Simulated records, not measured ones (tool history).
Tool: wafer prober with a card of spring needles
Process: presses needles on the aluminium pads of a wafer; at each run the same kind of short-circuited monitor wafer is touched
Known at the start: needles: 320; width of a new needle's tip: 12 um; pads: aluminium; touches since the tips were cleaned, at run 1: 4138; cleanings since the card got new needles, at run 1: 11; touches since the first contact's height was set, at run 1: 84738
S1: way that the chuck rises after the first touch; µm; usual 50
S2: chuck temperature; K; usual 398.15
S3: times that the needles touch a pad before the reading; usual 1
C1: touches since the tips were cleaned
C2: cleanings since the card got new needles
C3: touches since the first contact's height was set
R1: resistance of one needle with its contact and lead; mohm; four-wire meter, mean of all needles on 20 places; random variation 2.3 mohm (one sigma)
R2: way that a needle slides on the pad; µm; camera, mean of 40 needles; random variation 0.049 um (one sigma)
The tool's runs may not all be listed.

{"run": 1, "hour": 0.0, "S1": 50, "S2": 398.15, "S3": 1, "C1": 4138, "C2": 11, "C3": 84738, "R1": 665, "R2": 6.0}
{"hour": 8.5, "done": "tips cleaned on abrasive film"}
{"run": 2, "hour": 16.7, "S1": 50, "S2": 398.15, "S3": 1, "C1": 3061, "C2": 12, "C3": 90900, "R1": 626, "R2": 5.96}
{"hour": 25.8, "done": "tips cleaned on abrasive film"}
{"run": 3, "hour": 39.2, "S1": 50, "S2": 398.15, "S3": 1, "C1": 4991, "C2": 13, "C3": 99216, "R1": 711, "R2": 5.89}
{"hour": 44.0, "done": "tips cleaned on abrasive film"}
{"run": 4, "hour": 58.1, "S1": 50, "S2": 398.15, "S3": 1, "C1": 5207, "C2": 14, "C3": 106164, "R1": 729, "R2": 5.81}
{"hour": 62.0, "done": "tips cleaned on abrasive film"}
{"run": 5, "hour": 75.5, "S1": 50, "S2": 398.15, "S3": 1, "C1": 5011, "C2": 15, "C3": 112579, "R1": 705, "R2": 5.92}
{"hour": 80.9, "done": "tips cleaned on abrasive film"}
{"run": 6, "hour": 97.1, "S1": 50, "S2": 398.15, "S3": 1, "C1": 6018, "C2": 16, "C3": 120567, "R1": 747, "R2": 5.92}
{"hour": 99.1, "done": "tips cleaned on abrasive film"}
{"run": 7, "hour": 111.1, "S1": 50, "S2": 398.15, "S3": 1, "C1": 4436, "C2": 17, "C3": 125715, "R1": 700, "R2": 5.82}
{"hour": 117.7, "done": "tips cleaned on abrasive film"}
{"run": 8, "hour": 130.6, "S1": 50, "S2": 398.15, "S3": 2, "C1": 4767, "C2": 18, "C3": 132906, "R1": 541, "R2": 5.91}
{"hour": 136.0, "done": "tips cleaned on abrasive film"}
{"run": 9, "hour": 152.4, "S1": 50, "S2": 398.15, "S3": 2, "C1": 6109, "C2": 19, "C3": 140976, "R1": 568, "R2": 5.9}
{"hour": 154.7, "done": "tips cleaned on abrasive film"}
{"hour": 172.1, "done": "tips cleaned on abrasive film"}
{"run": 10, "hour": 172.8, "S1": 50, "S2": 398.15, "S3": 1, "C1": 239, "C2": 21, "C3": 148438, "R1": 364, "R2": 5.75}
{"hour": 190.4, "done": "tips cleaned on abrasive film"}
{"run": 11, "hour": 198.1, "S1": 50, "S2": 398.15, "S3": 1, "C1": 2862, "C2": 22, "C3": 157805, "R1": 648, "R2": 5.85}
{"hour": 209.0, "done": "tips cleaned on abrasive film"}
{"run": 12, "hour": 216.7, "S1": 50, "S2": 398.15, "S3": 1, "C1": 2842, "C2": 23, "C3": 164647, "R1": 619, "R2": 5.79}
{"hour": 226.8, "done": "tips cleaned on abrasive film"}
{"run": 13, "hour": 233.6, "S1": 50, "S2": 398.15, "S3": 1, "C1": 2523, "C2": 24, "C3": 170881, "R1": 600, "R2": 5.86}
{"hour": 245.3, "done": "tips cleaned on abrasive film"}
{"run": 14, "hour": 258.3, "S1": 50, "S2": 398.15, "S3": 1, "C1": 4836, "C2": 25, "C3": 180026, "R1": 756, "R2": 5.85}
{"hour": 264.2, "done": "tips cleaned on abrasive film"}
{"hour": 283.1, "done": "tips cleaned on abrasive film"}
{"run": 15, "hour": 285.2, "S1": 50, "S2": 398.15, "S3": 1, "C1": 811, "C2": 27, "C3": 189934, "R1": 442, "R2": 5.79}
{"run": 16, "hour": 299.4, "S1": 50, "S2": 398.15, "S3": 2, "C1": 6043, "C2": 27, "C3": 195166, "R1": 589, "R2": 5.77}
{"hour": 300.6, "done": "tips cleaned on abrasive film"}
{"hour": 319.8, "done": "tips cleaned on abrasive film"}
{"run": 17, "hour": 321.2, "S1": 50, "S2": 398.15, "S3": 2, "C1": 519, "C2": 29, "C3": 203177, "R1": 358, "R2": 5.76}
{"run": 18, "hour": 336.0, "S1": 57, "S2": 398.15, "S3": 2, "C1": 6011, "C2": 29, "C3": 208669, "R1": 527, "R2": 6.7}
{"hour": 337.7, "done": "tips cleaned on abrasive film"}
{"hour": 340.4, "done": "height of the first contact set anew"}
{"hour": 356.3, "done": "tips cleaned on abrasive film"}
{"run": 19, "hour": 359.7, "S1": 50, "S2": 343.15, "S3": 2, "C1": 1249, "C2": 31, "C3": 7128, "R1": 405, "R2": 5.73}
{"hour": 374.7, "done": "tips cleaned on abrasive film"}
{"run": 20, "hour": 374.7, "S1": 50, "S2": 343.15, "S3": 2, "C1": 0, "C2": 32, "C3": 12671, "R1": 299, "R2": 5.64}
{"run": 21, "hour": 387.5, "S1": 50, "S2": 325.15, "S3": 1, "C1": 4753, "C2": 32, "C3": 17424, "R1": 814, "R2": 5.69}
{"hour": 393.0, "done": "tips cleaned on abrasive film"}
{"hour": 411.4, "done": "tips cleaned on abrasive film"}
{"run": 22, "hour": 411.5, "S1": 54, "S2": 325.15, "S3": 1, "C1": 54, "C2": 34, "C3": 26241, "R1": 286, "R2": 6.17}
{"hour": 428.8, "done": "tips cleaned on abrasive film"}
{"run": 23, "hour": 429.6, "S1": 47, "S2": 398.15, "S3": 1, "C1": 319, "C2": 35, "C3": 32918, "R1": 398, "R2": 5.34}
{"hour": 446.5, "done": "tips cleaned on abrasive film"}
{"run": 24, "hour": 449.0, "S1": 48, "S2": 327.15, "S3": 3, "C1": 923, "C2": 36, "C3": 40054, "R1": 332, "R2": 5.35}
{"run": 25, "hour": 461.5, "S1": 33, "S2": 336.15, "S3": 3, "C1": 5569, "C2": 36, "C3": 44700, "R1": 775, "R2": 3.54}
{"hour": 463.9, "done": "tips cleaned on abrasive film"}
{"hour": 472.9, "done": "height of the first contact set anew, once more"}
{"run": 26, "hour": 480.1, "S1": 52, "S2": 316.15, "S3": 3, "C1": 5904, "C2": 37, "C3": 2659, "R1": 431, "R2": 6.22}
{"hour": 481.7, "done": "tips cleaned on abrasive film"}
{"hour": 500.3, "done": "tips cleaned on abrasive film"}
{"run": 27, "hour": 507.0, "S1": 52, "S2": 324.15, "S3": 2, "C1": 2479, "C2": 39, "C3": 12564, "R1": 456, "R2": 6.24}
{"hour": 518.4, "done": "tips cleaned on abrasive film"}
{"run": 28, "hour": 523.9, "S1": 33, "S2": 331.15, "S3": 2, "C1": 2040, "C2": 40, "C3": 18785, "R1": 750, "R2": 3.89}
{"hour": 536.6, "done": "tips cleaned on abrasive film"}
{"run": 29, "hour": 549.5, "S1": 59, "S2": 372.15, "S3": 2, "C1": 4788, "C2": 41, "C3": 28268, "R1": 470, "R2": 7.18}
{"hour": 555.9, "done": "tips cleaned on abrasive film"}
{"run": 30, "hour": 562.9, "S1": 53, "S2": 359.15, "S3": 2, "C1": 2618, "C2": 42, "C3": 33199, "R1": 473, "R2": 6.38}
{"hour": 574.1, "done": "tips cleaned on abrasive film"}
{"run": 31, "hour": 577.0, "S1": 53, "S2": 359.15, "S3": 2, "C1": 1047, "C2": 43, "C3": 38367, "R1": 358, "R2": 6.35}

4 ways to go on from here, each from the tool as it stands after run 31. What would each give?
{"hour": 592.0, "done": "tips cleaned on abrasive film"}
{"run": "A", "hour": 599.5, "S1": 58, "S2": 370.15, "S3": 2, "C1": 2782, "C2": 44, "C3": 46682, "R1": "?", "R2": "?"}
{"hour": 592.0, "done": "tips cleaned on abrasive film"}
{"run": "B", "hour": 599.5, "S1": 54, "S2": 385.15, "S3": 2, "C1": 2782, "C2": 44, "C3": 46682, "R1": "?", "R2": "?"}
{"hour": 592.0, "done": "tips cleaned on abrasive film"}
{"run": "C", "hour": 599.5, "S1": 50, "S2": 300.15, "S3": 3, "C1": 2782, "C2": 44, "C3": 46682, "R1": "?", "R2": "?"}
{"hour": 592.0, "done": "tips cleaned on abrasive film"}
{"run": "D", "hour": 599.5, "S1": 51, "S2": 359.15, "S3": 2, "C1": 2782, "C2": 44, "C3": 46682, "R1": "?", "R2": "?"}

run=A R1=436 R2=7.04
run=B R1=465 R2=6.53
run=C R1=396 R2=5.87
run=D R1=493 R2=6.08
Without the tool's hidden state the same runs would have given:
run=A R1=249 R2=7.12
run=B R1=256 R2=6.61
run=C R1=232 R2=5.95
run=D R1=251 R2=6.16

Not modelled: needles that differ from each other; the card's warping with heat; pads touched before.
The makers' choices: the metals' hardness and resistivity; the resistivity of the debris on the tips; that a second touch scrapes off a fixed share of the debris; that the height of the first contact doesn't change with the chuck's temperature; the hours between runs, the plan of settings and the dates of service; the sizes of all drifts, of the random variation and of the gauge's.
